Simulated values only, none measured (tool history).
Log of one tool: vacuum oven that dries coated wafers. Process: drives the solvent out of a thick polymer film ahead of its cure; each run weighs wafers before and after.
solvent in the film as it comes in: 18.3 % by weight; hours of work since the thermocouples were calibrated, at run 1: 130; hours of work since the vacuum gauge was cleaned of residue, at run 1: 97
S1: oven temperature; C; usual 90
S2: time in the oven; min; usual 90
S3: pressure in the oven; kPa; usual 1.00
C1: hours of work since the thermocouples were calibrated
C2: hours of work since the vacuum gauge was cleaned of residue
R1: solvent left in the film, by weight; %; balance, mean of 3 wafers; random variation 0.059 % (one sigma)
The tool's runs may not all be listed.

run 1 hour=0.0 | S1=90 S2=90 S3=1.00 | C1=130 C2=97 | R1=3.20
run 2 hour=14.7 | S1=90 S2=90 S3=1.00 | C1=136 C2=103 | R1=3.23
run 3 hour=27.6 | S1=90 S2=90 S3=1.00 | C1=141 C2=108 | R1=3.08
run 4 hour=46.0 | S1=90 S2=90 S3=1.00 | C1=149 C2=116 | R1=3.16
run 5 hour=64.4 | S1=93 S2=90 S3=1.00 | C1=157 C2=124 | R1=2.53
run 6 hour=82.8 | S1=93 S2=90 S3=1.00 | C1=165 C2=131 | R1=2.59
run 7 hour=92.1 | S1=93 S2=90 S3=1.00 | C1=168 C2=135 | R1=2.60
run 8 hour=105.8 | S1=90 S2=90 S3=1.00 | C1=174 C2=141 | R1=3.11
run 9 hour=123.2 | S1=90 S2=90 S3=1.00 | C1=182 C2=148 | R1=3.13
run 10 hour=142.5 | S1=90 S2=90 S3=1.00 | C1=190 C2=157 | R1=3.21
run 11 hour=160.3 | S1=90 S2=90 S3=1.00 | C1=197 C2=164 | R1=3.13
run 12 hour=174.9 | S1=90 S2=90 S3=1.00 | C1=203 C2=170 | R1=3.28
run 13 hour=192.9 | S1=90 S2=120 S3=0.94 | C1=211 C2=178 | R1=2.26
run 14 hour=205.5 | S1=90 S2=120 S3=0.94 | C1=216 C2=183 | R1=2.30
run 15 hour=223.7 | S1=99 S2=86 S3=1.19 | C1=224 C2=191 | R1=1.92
run 16 hour=238.9 | S1=89 S2=128 S3=3.53 | C1=230 C2=197 | R1=5.60
run 17 hour=253.2 | S1=89 S2=128 S3=3.53 | C1=236 C2=203 | R1=5.58
run 18 hour=265.4 | S1=89 S2=128 S3=0.87 | C1=241 C2=208 | R1=2.22
run 19 hour=278.6 | S1=90 S2=144 S3=0.66 | C1=247 C2=214 | R1=1.55
run 20 hour=294.8 | S1=77 S2=48 S3=2.39 | C1=254 C2=221 | R1=11.02
run 21 hour=312.1 | S1=90 S2=90 S3=0.92 | C1=261 C2=228 | R1=3.19
run 22 hour=322.7 | S1=90 S2=108 S3=3.90 | C1=266 C2=232 | R1=6.07
run 23 hour=340.8 | S1=90 S2=93 S3=3.90 | C1=273 C2=240 | R1=6.59

The same runs without the tool's hidden state, with the same run-to-run variation:
The hidden state here: true wafer temperature over the reading, C; true pressure over the reading, kPa; drift of the gauge itself on solvent_pct, %.
run=1 R1=3.18
run=2 R1=3.21
run=3 R1=3.06
run=4 R1=3.13
run=5 R1=2.49
run=6 R1=2.55
run=7 R1=2.55
run=8 R1=3.05
run=9 R1=3.06
run=10 R1=3.14
run=11 R1=3.05
run=12 R1=3.19
run=13 R1=2.16
run=14 R1=2.19
run=15 R1=1.83
run=16 R1=5.47
run=17 R1=5.45
run=18 R1=2.09
run=19 R1=1.41
run=20 R1=10.87
run=21 R1=3.05
run=22 R1=5.91
run=23 R1=6.42

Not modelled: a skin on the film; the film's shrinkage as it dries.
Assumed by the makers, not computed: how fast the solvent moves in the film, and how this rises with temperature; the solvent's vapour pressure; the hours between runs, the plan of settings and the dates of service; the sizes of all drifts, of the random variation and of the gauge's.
